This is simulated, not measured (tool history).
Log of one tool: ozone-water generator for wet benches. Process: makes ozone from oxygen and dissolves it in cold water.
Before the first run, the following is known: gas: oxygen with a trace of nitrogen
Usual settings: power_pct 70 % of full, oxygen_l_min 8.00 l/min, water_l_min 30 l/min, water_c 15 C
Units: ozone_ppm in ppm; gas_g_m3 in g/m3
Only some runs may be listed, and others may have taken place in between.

| run | hour | power_pct | oxygen_l_min | water_l_min | water_c | ozone_ppm | gas_g_m3 |
|---|---|---|---|---|---|---|---|
| 1 | 0.0 | 70 | 8.00 | 30 | 15 | 19.1 | 182.0 |
| 2 | 140.5 | 70 | 8.00 | 30 | 15 | 19.1 | 181.5 |
| 3 | 248.8 | 70 | 8.00 | 30 | 15 | 19.1 | 180.8 |
| 4 | 369.8 | 70 | 8.00 | 30 | 15 | 19.2 | 180.8 |
| 5 | 490.4 | 70 | 8.00 | 30 | 15 | 19.2 | 179.5 |
| 6 | 621.5 | 70 | 8.00 | 30 | 15 | 19.2 | 181.7 |
| 7 | 772.4 | 70 | 8.87 | 30 | 15 | 19.5 | 173.0 |
| 8 | 924.8 | 70 | 8.87 | 30 | 15 | 19.4 | 172.8 |
| 9 | 1082.9 | 70 | 8.87 | 30 | 15 | 19.7 | 172.8 |
| 10 | 1254.4 | 70 | 8.00 | 30 | 15 | 19.2 | 181.8 |
| 11 | 1444.0 | 70 | 8.00 | 30 | 15 | 19.0 | 178.8 |
| 12 | 1586.8 | 70 | 8.00 | 39 | 15 | 14.9 | 179.6 |
| 13 | 1780.9 | 70 | 8.00 | 39 | 15 | 14.8 | 179.8 |
| 14 | 1909.4 | 70 | 8.00 | 30 | 9 | 20.9 | 181.2 |
| 15 | 2017.1 | 70 | 8.00 | 30 | 13 | 20.0 | 179.1 |
| 16 | 2188.3 | 53 | 6.76 | 30 | 13 | 14.6 | 149.2 |
| 17 | 2293.9 | 53 | 6.76 | 30 | 13 | 14.5 | 149.4 |
| 18 | 2392.4 | 70 | 10.05 | 30 | 15 | 19.7 | 163.2 |
| 19 | 2474.4 | 70 | 5.12 | 33 | 14 | 16.2 | 212.5 |
| 20 | 2622.9 | 86 | 10.25 | 33 | 14 | 22.5 | 194.1 |
| 21 | 2788.7 | 68 | 8.00 | 30 | 15 | 18.7 | 175.8 |
| 22 | 2929.7 | 68 | 8.00 | 30 | 15 | 19.1 | 173.7 |
| 23 | 3093.4 | 97 | 8.00 | 30 | 15 | 25.5 | 237.0 |
| 24 | 3194.2 | 97 | 8.00 | 30 | 15 | 25.6 | 240.0 |
|  | 3231.8 | contactor cleaned |
| 25 | 3352.9 | 87 | 13.31 | 30 | 15 | 24.5 | 176.6 |
| 26 | 3541.4 | 87 | 6.09 | 30 | 9 | 23.5 | 241.2 |
| 27 | 3699.9 | 87 | 6.09 | 36 | 12 | 18.9 | 241.4 |
| 28 | 3859.8 | 87 | 6.09 | 36 | 12 | 19.0 | 237.6 |

5 options for the next run, each taken on its own from the tool as it stands now. Forecast them:
| A | 3951.4 | 87 | 6.09 | 45 | 12 | ? | ? |
| B | 3951.4 | 67 | 4.42 | 30 | 15 | ? | ? |
| C | 3951.4 | 87 | 10.22 | 36 | 12 | ? | ? |
| D | 3951.4 | 82 | 9.09 | 25 | 15 | ? | ? |
| E | 3951.4 | 57 | 8.00 | 30 | 15 | ? | ? |

| run | ozone_ppm | gas_g_m3 |
|---|---|---|
| A | 15.0 | 237.8 |
| B | 16.1 | 217.9 |
| C | 21.2 | 193.8 |
| D | 26.4 | 194.4 |
| E | 16.2 | 146.6 |
Without the tool's unlogged condition, the same runs would have read:
| run | ozone_ppm | gas_g_m3 |
|---|---|---|
| A | 15.0 | 244.4 |
| B | 16.2 | 223.9 |
| C | 21.2 | 199.3 |
| D | 26.5 | 199.9 |
| E | 16.2 | 150.6 |
